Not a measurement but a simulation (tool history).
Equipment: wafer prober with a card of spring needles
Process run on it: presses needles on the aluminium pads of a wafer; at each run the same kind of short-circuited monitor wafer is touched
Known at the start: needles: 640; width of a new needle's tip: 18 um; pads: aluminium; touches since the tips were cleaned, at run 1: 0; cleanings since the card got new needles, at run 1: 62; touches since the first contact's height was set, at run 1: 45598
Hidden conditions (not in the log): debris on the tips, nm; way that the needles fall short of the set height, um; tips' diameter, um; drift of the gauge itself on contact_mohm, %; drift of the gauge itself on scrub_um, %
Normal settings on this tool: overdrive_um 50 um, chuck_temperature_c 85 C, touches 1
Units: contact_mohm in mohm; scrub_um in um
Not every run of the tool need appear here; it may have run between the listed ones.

| run | hour | overdrive_um | chuck_temperature_c | touches | touches since the tips were cleaned | cleanings since the card got new needles | touches since the first contact's height was set | contact_mohm | scrub_um |
|---|---|---|---|---|---|---|---|---|---|
| 1 | 0.0 | 50 | 85 | 1 | 0 | 62 | 45598 | 185 | 10.35 |
|  | 38.5 | tips cleaned on abrasive film |
|  | 81.0 | tips cleaned on abrasive film |
| 2 | 87.5 | 50 | 32 | 1 | 1197 | 64 | 61741 | 236 | 10.32 |
|  | 126.0 | tips cleaned on abrasive film |
| 3 | 139.4 | 50 | 32 | 1 | 2481 | 65 | 71316 | 259 | 10.31 |
|  | 168.7 | tips cleaned on abrasive film |
| 4 | 183.0 | 50 | 32 | 1 | 2635 | 66 | 79352 | 279 | 10.32 |
|  | 209.6 | tips cleaned on abrasive film |
|  | 248.2 | tips cleaned on abrasive film |
| 5 | 248.2 | 50 | 73 | 1 | 0 | 68 | 91366 | 186 | 10.34 |
|  | 287.4 | tips cleaned on abrasive film |
| 6 | 316.3 | 50 | 73 | 1 | 5342 | 69 | 103930 | 298 | 10.37 |
|  | 327.5 | tips cleaned on abrasive film |
|  | 367.2 | tips cleaned on abrasive film |
| 7 | 367.2 | 50 | 73 | 1 | 0 | 71 | 113306 | 182 | 10.26 |
|  | 405.3 | tips cleaned on abrasive film |
| 8 | 441.0 | 38 | 85 | 1 | 6601 | 72 | 126931 | 401 | 7.83 |
|  | 446.3 | tips cleaned on abrasive film |
|  | 489.1 | tips cleaned on abrasive film |
| 9 | 524.6 | 38 | 85 | 1 | 6574 | 74 | 142354 | 416 | 7.62 |
|  | 529.3 | tips cleaned on abrasive film |
|  | 568.8 | tips cleaned on abrasive film |
| 10 | 601.3 | 38 | 85 | 1 | 6024 | 76 | 156499 | 414 | 7.54 |
|  | 611.6 | tips cleaned on abrasive film |
|  | 651.7 | tips cleaned on abrasive film |
| 11 | 661.8 | 53 | 85 | 1 | 1863 | 78 | 167638 | 259 | 10.82 |
|  | 667.5 | height of the first contact set anew |
|  | 692.6 | tips cleaned on abrasive film |
|  | 731.4 | tips cleaned on abrasive film |
| 12 | 737.2 | 31 | 85 | 2 | 1068 | 80 | 12857 | 307 | 5.99 |
|  | 773.6 | tips cleaned on abrasive film |
| 13 | 800.8 | 31 | 85 | 2 | 5037 | 81 | 24601 | 409 | 5.91 |
|  | 816.7 | tips cleaned on abrasive film |
| 14 | 839.2 | 31 | 85 | 2 | 4171 | 82 | 31681 | 399 | 5.92 |
|  | 857.9 | tips cleaned on abrasive film |
|  | 899.1 | tips cleaned on abrasive film |
| 15 | 900.3 | 40 | 85 | 2 | 217 | 84 | 42927 | 201 | 7.74 |
|  | 938.0 | tips cleaned on abrasive film |
|  | 982.5 | tips cleaned on abrasive film |
| 16 | 987.8 | 32 | 85 | 1 | 996 | 86 | 59076 | 371 | 6.08 |
|  | 1026.1 | tips cleaned on abrasive film |
| 17 | 1043.5 | 32 | 85 | 1 | 3209 | 87 | 69343 | 510 | 6.10 |

Here are 3 independent what-if runs from the current tool condition. What would each one return?
|  | 1065.4 | tips cleaned on abrasive film |
|  | 1111.4 | tips cleaned on abrasive film |
| A | 1121.3 | 32 | 85 | 1 | 1816 | 89 | 83686 | ? | ? |
|  | 1065.4 | tips cleaned on abrasive film |
|  | 1111.4 | tips cleaned on abrasive film |
| B | 1121.3 | 31 | 42 | 2 | 1816 | 89 | 83686 | ? | ? |
|  | 1065.4 | tips cleaned on abrasive film |
|  | 1111.4 | tips cleaned on abrasive film |
| C | 1121.3 | 51 | 85 | 1 | 1816 | 89 | 83686 | ? | ? |

| run | contact_mohm | scrub_um |
|---|---|---|
| A | 463 | 6.03 |
| B | 370 | 5.72 |
| C | 277 | 10.03 |
With the hidden condition removed and each run's random variation left untouched, the same runs would have given:
| run | contact_mohm | scrub_um |
|---|---|---|
| A | 185 | 6.74 |
| B | 176 | 6.43 |
| C | 171 | 10.75 |
